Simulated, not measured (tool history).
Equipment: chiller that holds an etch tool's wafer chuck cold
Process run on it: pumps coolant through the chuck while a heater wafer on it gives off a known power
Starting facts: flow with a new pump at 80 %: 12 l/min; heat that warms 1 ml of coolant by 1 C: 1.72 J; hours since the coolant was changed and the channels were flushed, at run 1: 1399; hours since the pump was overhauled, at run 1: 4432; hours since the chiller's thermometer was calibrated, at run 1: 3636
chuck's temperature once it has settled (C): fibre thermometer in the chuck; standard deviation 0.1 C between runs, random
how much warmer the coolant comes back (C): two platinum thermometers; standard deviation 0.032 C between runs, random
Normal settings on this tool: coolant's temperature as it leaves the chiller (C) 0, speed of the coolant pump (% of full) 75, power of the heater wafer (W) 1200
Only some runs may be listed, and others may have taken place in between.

| run | hour | coolant's temperature as it leaves the chiller (C) | speed of the coolant pump (% of full) | power of the heater wafer (W) | hours since the coolant was changed and the channels were flushed | hours since the pump was overhauled | hours since the chiller's thermometer was calibrated | chuck's temperature once it has settled (C) | how much warmer the coolant comes back (C) |
|---|---|---|---|---|---|---|---|---|---|
| 1 | 0 | 0 | 75 | 1200 | 1399 | 4432 | 3636 | 12.1 | 3.87 |
| 2 | 101.3 | 0 | 75 | 1200 | 1501 | 4533 | 3737 | 12.3 | 3.82 |
| 3 | 251.4 | 0 | 75 | 1200 | 1651 | 4683 | 3887 | 12.3 | 3.92 |
| 4 | 465.2 | 0 | 75 | 1200 | 1865 | 4897 | 4101 | 12.3 | 3.93 |
|  | 485.6 | chiller's thermometer calibrated |
| 5 | 601.9 | 0 | 75 | 1200 | 2000 | 5033 | 116 | 12.3 | 3.93 |
| 6 | 808.3 | 0 | 75 | 1190 | 2207 | 5239 | 323 | 12.3 | 3.84 |
| 7 | 944.5 | -10 | 75 | 626 | 2343 | 5375 | 459 | -3.7 | 2.09 |
| 8 | 1099.5 | -4 | 64 | 1177 | 2498 | 5530 | 614 | 9.8 | 4.63 |
| 9 | 1260.9 | -1 | 75 | 885 | 2659 | 5692 | 775 | 7.9 | 2.85 |
| 10 | 1449.4 | 6 | 74 | 979 | 2848 | 5880 | 964 | 16.3 | 3.26 |

Here are 4 independent what-if runs from the current tool condition. What would each one return?
| A | 1602.3 | -3 | 61 | 866 | 3001 | 6033 | 1117 | ? | ? |
| B | 1602.3 | 1 | 78 | 1520 | 3001 | 6033 | 1117 | ? | ? |
| C | 1602.3 | 7 | 74 | 979 | 3001 | 6033 | 1117 | ? | ? |
| D | 1602.3 | 0 | 100 | 1200 | 3001 | 6033 | 1117 | ? | ? |

| run | chuck's temperature once it has settled (C) | how much warmer the coolant comes back (C) |
|---|---|---|
| A | 7.7 | 3.59 |
| B | 16.5 | 4.71 |
| C | 17.3 | 3.23 |
| D | 9.9 | 2.8 |
Take away the tool's hidden state, keep each run's random variation, and the runs would have read:
| run | chuck's temperature once it has settled (C) | how much warmer the coolant comes back (C) |
|---|---|---|
| A | 7 | 3.42 |
| B | 15.3 | 4.48 |
| C | 16.6 | 3.07 |
| D | 9.3 | 2.66 |

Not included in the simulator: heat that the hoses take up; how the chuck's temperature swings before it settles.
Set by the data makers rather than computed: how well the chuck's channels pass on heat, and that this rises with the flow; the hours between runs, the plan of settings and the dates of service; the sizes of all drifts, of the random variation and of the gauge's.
